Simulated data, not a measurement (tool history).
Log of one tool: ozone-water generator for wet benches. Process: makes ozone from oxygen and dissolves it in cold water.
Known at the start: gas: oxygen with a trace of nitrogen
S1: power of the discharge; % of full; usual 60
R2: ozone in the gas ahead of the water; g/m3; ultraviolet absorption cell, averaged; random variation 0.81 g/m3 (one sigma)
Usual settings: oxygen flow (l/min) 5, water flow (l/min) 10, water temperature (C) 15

run 1 day=0 | S1=60 oxygen_flow_(l/min)=5 water_flow_(l/min)=10 water_temperature_(C)=15 | dissolved_ozone_(ppm)=17.2 R2=108.7
run 2 day=4.917 | S1=60 oxygen_flow_(l/min)=5 water_flow_(l/min)=10 water_temperature_(C)=15 | dissolved_ozone_(ppm)=16.9 R2=108.4
run 3 day=9.408 | S1=60 oxygen_flow_(l/min)=5 water_flow_(l/min)=10 water_temperature_(C)=15 | dissolved_ozone_(ppm)=16.8 R2=108.5
run 4 day=12.975 | S1=60 oxygen_flow_(l/min)=5 water_flow_(l/min)=10 water_temperature_(C)=15 | dissolved_ozone_(ppm)=16.9 R2=108.4
run 5 day=19.558 | S1=60 oxygen_flow_(l/min)=5 water_flow_(l/min)=10 water_temperature_(C)=15 | dissolved_ozone_(ppm)=17 R2=107.5
run 6 day=24.75 | S1=60 oxygen_flow_(l/min)=5 water_flow_(l/min)=10 water_temperature_(C)=15 | dissolved_ozone_(ppm)=16.7 R2=106.9
run 7 day=28.012 | S1=60 oxygen_flow_(l/min)=5 water_flow_(l/min)=6 water_temperature_(C)=15 | dissolved_ozone_(ppm)=21.6 R2=105.7
run 8 day=31.662 | S1=60 oxygen_flow_(l/min)=2.88 water_flow_(l/min)=10 water_temperature_(C)=10 | dissolved_ozone_(ppm)=16.2 R2=126.7
-- day=32.071 water thermometer calibrated
run 9 day=35.9 | S1=60 oxygen_flow_(l/min)=2.88 water_flow_(l/min)=10 water_temperature_(C)=10 | dissolved_ozone_(ppm)=16.3 R2=126.8
run 10 day=41.967 | S1=60 oxygen_flow_(l/min)=2.88 water_flow_(l/min)=10 water_temperature_(C)=10 | dissolved_ozone_(ppm)=16 R2=126.3
run 11 day=48.1 | S1=60 oxygen_flow_(l/min)=5.24 water_flow_(l/min)=10 water_temperature_(C)=11 | dissolved_ozone_(ppm)=17.4 R2=102.5

3 ways to go on from here, each from the tool as it stands after run 11. What would each give?
run A day=51.154 | S1=42 oxygen_flow_(l/min)=4.18 water_flow_(l/min)=10 water_temperature_(C)=13 | dissolved_ozone_(ppm)=? R2=?
run B day=51.154 | S1=88 oxygen_flow_(l/min)=5.24 water_flow_(l/min)=10 water_temperature_(C)=11 | dissolved_ozone_(ppm)=? R2=?
run C day=51.154 | S1=70 oxygen_flow_(l/min)=3.46 water_flow_(l/min)=10 water_temperature_(C)=11 | dissolved_ozone_(ppm)=? R2=?

run=A dissolved_ozone_(ppm)=13.9 R2=91.3
run=B dissolved_ozone_(ppm)=21.3 R2=126.1
run=C dissolved_ozone_(ppm)=18.1 R2=127.5
Without the tool's hidden state the same runs would have given:
run=A dissolved_ozone_(ppm)=16.4 R2=106.6
run=B dissolved_ozone_(ppm)=27.6 R2=160.9
run=C dissolved_ozone_(ppm)=22.7 R2=158.1
